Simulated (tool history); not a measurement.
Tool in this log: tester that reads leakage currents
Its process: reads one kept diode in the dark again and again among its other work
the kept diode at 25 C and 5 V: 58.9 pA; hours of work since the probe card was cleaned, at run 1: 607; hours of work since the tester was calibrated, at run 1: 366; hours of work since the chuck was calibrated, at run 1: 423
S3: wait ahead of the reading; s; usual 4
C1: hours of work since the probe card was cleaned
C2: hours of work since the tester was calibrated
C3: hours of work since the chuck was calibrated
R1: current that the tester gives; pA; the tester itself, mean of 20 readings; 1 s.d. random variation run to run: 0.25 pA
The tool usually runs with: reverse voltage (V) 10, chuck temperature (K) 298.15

Run 1, hour 0: usual settings; C1 607; C2 366; C3 423. Result: R1 93.3 pA.
Run 2, hour 28.4: usual settings but chuck temperature (K) 305.15; C1 619; C2 379; C3 436. Result: R1 165.9 pA.
Run 3, hour 57.8: usual settings but chuck temperature (K) 305.15; C1 633; C2 392; C3 449. Result: R1 165.79 pA.
Run 4, hour 87.5: usual settings but reverse voltage (V) 2.2, chuck temperature (K) 305.15; C1 646; C2 406; C3 462. Result: R1 76.21 pA.
Run 5, hour 105: usual settings but reverse voltage (V) 2.2, chuck temperature (K) 305.15, S3 5.93 s; C1 654; C2 413; C3 470. Result: R1 76.16 pA.
Run 6, hour 126.9: usual settings but chuck temperature (K) 319.15; C1 664; C2 423; C3 480. Result: R1 525.65 pA.
Run 7, hour 152.6: usual settings but chuck temperature (K) 319.15; C1 676; C2 435; C3 492. Result: R1 524.77 pA.
Run 8, hour 175.4: usual settings but chuck temperature (K) 294.15; C1 686; C2 445; C3 502. Result: R1 69.49 pA.
Run 9, hour 196: usual settings but chuck temperature (K) 294.15; C1 696; C2 455; C3 512. Result: R1 69.34 pA.
Run 10, hour 224.6: usual settings but chuck temperature (K) 294.15, S3 1.04 s; C1 709; C2 468; C3 525. Result: R1 72.06 pA.
Run 11, hour 254.8: usual settings but chuck temperature (K) 294.15, S3 1.04 s; C1 722; C2 482; C3 539. Result: R1 71.72 pA.
Run 12, hour 277.2: usual settings but chuck temperature (K) 294.15, S3 1.04 s; C1 733; C2 492; C3 549. Result: R1 72.21 pA.
Run 13, hour 301: usual settings but chuck temperature (K) 294.15, S3 1.04 s; C1 744; C2 503; C3 560. Result: R1 72.61 pA.
Run 14, hour 315.8: usual settings but reverse voltage (V) 10.6; C1 750; C2 509; C3 566. Result: R1 98.5 pA.
Run 15, hour 341.8: usual settings but reverse voltage (V) 1.3; C1 762; C2 521; C3 578. Result: R1 31.55 pA.
Run 16, hour 372.2: usual settings but reverse voltage (V) 1.3, S3 1.48 s; C1 776; C2 535; C3 592. Result: R1 31.59 pA.
Run 17, hour 399.2: usual settings but reverse voltage (V) 1.3, chuck temperature (K) 299.15, S3 1.48 s; C1 788; C2 547; C3 604. Result: R1 34.81 pA.
Run 18, hour 427.6: usual settings; C1 801; C2 560; C3 617. Result: R1 95.69 pA.
Run 19, hour 445.9: usual settings; C1 809; C2 569; C3 626. Result: R1 95.96 pA.
Run 20, hour 468.8: usual settings; C1 820; C2 579; C3 636. Result: R1 96.38 pA.
Run 21, hour 483.2: usual settings; C1 826; C2 586; C3 643. Result: R1 96.11 pA.
Run 22, hour 500.8: usual settings but chuck temperature (K) 332.15, S3 0.9 s; C1 834; C2 594; C3 651. Result: R1 1448.51 pA.
Run 23, hour 518.7: usual settings but chuck temperature (K) 312.15; C1 843; C2 602; C3 659. Result: R1 295.21 pA.
Run 24, hour 535.7: usual settings but chuck temperature (K) 312.15; C1 850; C2 609; C3 666. Result: R1 292.78 pA.
Run 25, hour 566: usual settings but chuck temperature (K) 322.15, S3 3.78 s; C1 864; C2 623; C3 680. Result: R1 659.55 pA.
Run 26, hour 595.8: usual settings but chuck temperature (K) 319.15, S3 1.1 s; C1 878; C2 637; C3 694. Result: R1 519.24 pA.
Run 27, hour 623.8: usual settings but reverse voltage (V) 7.6, chuck temperature (K) 315.15; C1 890; C2 650; C3 707. Result: R1 328.26 pA.
Run 28, hour 649.6: usual settings but chuck temperature (K) 324.15, S3 1.4 s; C1 902; C2 661; C3 718. Result: R1 771.91 pA.
Run 29, hour 670.8: usual settings but S3 1 s; C1 912; C2 671; C3 728. Result: R1 99.9 pA.
Run 30, hour 693.1: usual settings but chuck temperature (K) 294.15, S3 1.06 s; C1 922; C2 681; C3 738. Result: R1 75.67 pA.
Run 31, hour 718.1: usual settings but reverse voltage (V) 8.6, chuck temperature (K) 311.15, S3 3.41 s; C1 933; C2 693; C3 750. Result: R1 251.88 pA.
Run 32, hour 734: usual settings but reverse voltage (V) 6.5, chuck temperature (K) 304.15, S3 1.4 s; C1 941; C2 700; C3 757. Result: R1 123.21 pA.
Run 33, hour 763: usual settings but reverse voltage (V) 6.5, chuck temperature (K) 320.15, S3 3.19 s; C1 954; C2 713; C3 770. Result: R1 451.58 pA.
Run 34, hour 787.5: usual settings but S3 6.3 s; C1 965; C2 724; C3 781. Result: R1 98.05 pA.
Run 35, hour 810.1: usual settings but S3 6.3 s; C1 975; C2 734; C3 791. Result: R1 98.12 pA.
At hour 825.9: chuck's temperature calibrated.
Run 36, hour 837: usual settings but reverse voltage (V) 14, chuck temperature (K) 293.15, S3 7.01 s; C1 987; C2 746; C3 5. Result: R1 91.48 pA.
Run 37, hour 860.3: usual settings but S3 7.54 s; C1 997; C2 756; C3 16. Result: R1 104.6 pA.
Run 38, hour 884.1: usual settings but S3 1.03 s; C1 1008; C2 767; C3 27. Result: R1 108.06 pA.
Run 39, hour 901.9: usual settings but reverse voltage (V) 7.9, chuck temperature (K) 302.15, S3 9.2 s; C1 1016; C2 775; C3 35. Result: R1 125.64 pA.
Run 40, hour 914.3: usual settings but reverse voltage (V) 8.6, chuck temperature (K) 299.15, S3 1.17 s; C1 1022; C2 781; C3 40. Result: R1 105.69 pA.

Here are 4 independent what-if runs from the current tool condition. What would each one return?
Run A, hour 934.5: usual settings but reverse voltage (V) 8.6, chuck temperature (K) 297.15, S3 0.81 s; C1 1031; C2 790; C3 49. Result: R1 ?.
Run B, hour 934.5: usual settings but reverse voltage (V) 3.1, chuck temperature (K) 299.15, S3 0.45 s; C1 1031; C2 790; C3 49. Result: R1 ?.
Run C, hour 934.5: usual settings but reverse voltage (V) 10.1, chuck temperature (K) 299.15, S3 1.8 s; C1 1031; C2 790; C3 49. Result: R1 ?.
Run D, hour 934.5: usual settings but reverse voltage (V) 8.6, chuck temperature (K) 299.15, S3 1.03 s; C1 1031; C2 790; C3 49. Result: R1 ?.

run      R1
  A   92.37
  B   60.94
  C  116.31
  D  106.51
Take away the tool's hidden state, keep each run's random variation, and the runs would have read:
run     R1
  A  72.61
  B  53.93
  C  92.92
  D  86.72
